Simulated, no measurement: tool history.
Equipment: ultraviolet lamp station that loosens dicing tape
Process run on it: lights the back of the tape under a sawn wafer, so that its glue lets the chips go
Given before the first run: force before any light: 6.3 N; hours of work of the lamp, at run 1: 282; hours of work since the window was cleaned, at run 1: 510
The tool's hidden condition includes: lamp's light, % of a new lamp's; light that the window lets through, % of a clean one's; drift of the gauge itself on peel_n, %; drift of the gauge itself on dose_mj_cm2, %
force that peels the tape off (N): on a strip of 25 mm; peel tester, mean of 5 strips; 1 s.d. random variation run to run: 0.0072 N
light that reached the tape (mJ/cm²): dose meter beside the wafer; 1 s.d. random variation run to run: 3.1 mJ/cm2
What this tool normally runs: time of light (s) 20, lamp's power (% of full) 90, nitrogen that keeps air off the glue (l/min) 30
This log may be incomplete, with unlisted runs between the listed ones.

run	hour	time of light (s)	lamp's power (% of full)	nitrogen that keeps air off the glue (l/min)	hours of work of the lamp	hours of work since the window was cleaned	force that peels the tape off (N)	light that reached the tape (mJ/cm²)
1	0.0	20	90	30	282	510	0.258	463
2	7.9	20	90	30	287	516	0.265	461
3	18.0	25	90	30	294	522	0.148	586
4	24.1	20	90	30	298	526	0.271	464
5	31.4	20	90	14	303	531	0.418	465
6	40.1	20	90	14	308	536	0.415	467
7	45.0	20	90	14	312	540	0.428	460
8	53.3	20	90	14	317	545	0.406	464
9	63.4	20	69	30	324	552	0.484	361
10	68.7	20	69	30	327	555	0.483	356
11	76.4	20	69	30	332	560	0.474	362
12	87.5	20	82	30	339	567	0.332	426
13	96.5	20	75	30	345	573	0.408	389
14	106.2	11	75	30	352	580	1.345	215
15	117.2	11	75	30	359	587	1.336	216
# hour 121.9: window cleaned of glue's vapour
16	122.8	36	65	12	362	1	0.233	616
17	131.4	19	95	12	368	6	0.453	470
18	138.3	26	78	12	372	11	0.345	523
19	146.2	26	78	12	377	16	0.351	535
20	153.2	26	78	12	382	20	0.349	521
21	158.3	26	78	12	385	24	0.352	530
22	164.0	26	78	12	389	27	0.337	523
23	172.6	15	67	16	394	33	1.236	258
24	183.1	31	66	35	401	40	0.181	535
25	193.7	11	62	11	408	47	2.259	179
26	201.0	18	62	10	413	52	1.299	292
27	211.5	18	62	10	420	58	1.305	292
28	217.1	20	93	30	424	62	0.242	485
29	226.6	20	93	30	430	68	0.237	486

Hidden state at the last listed run before each entry between runs and at the first one after, where it differs:
Logged between run 15 and run 16: window cleaned of glue's vapour (hour 121.9)
  light that the window lets through, % of a clean one's: 99.9 -> 100
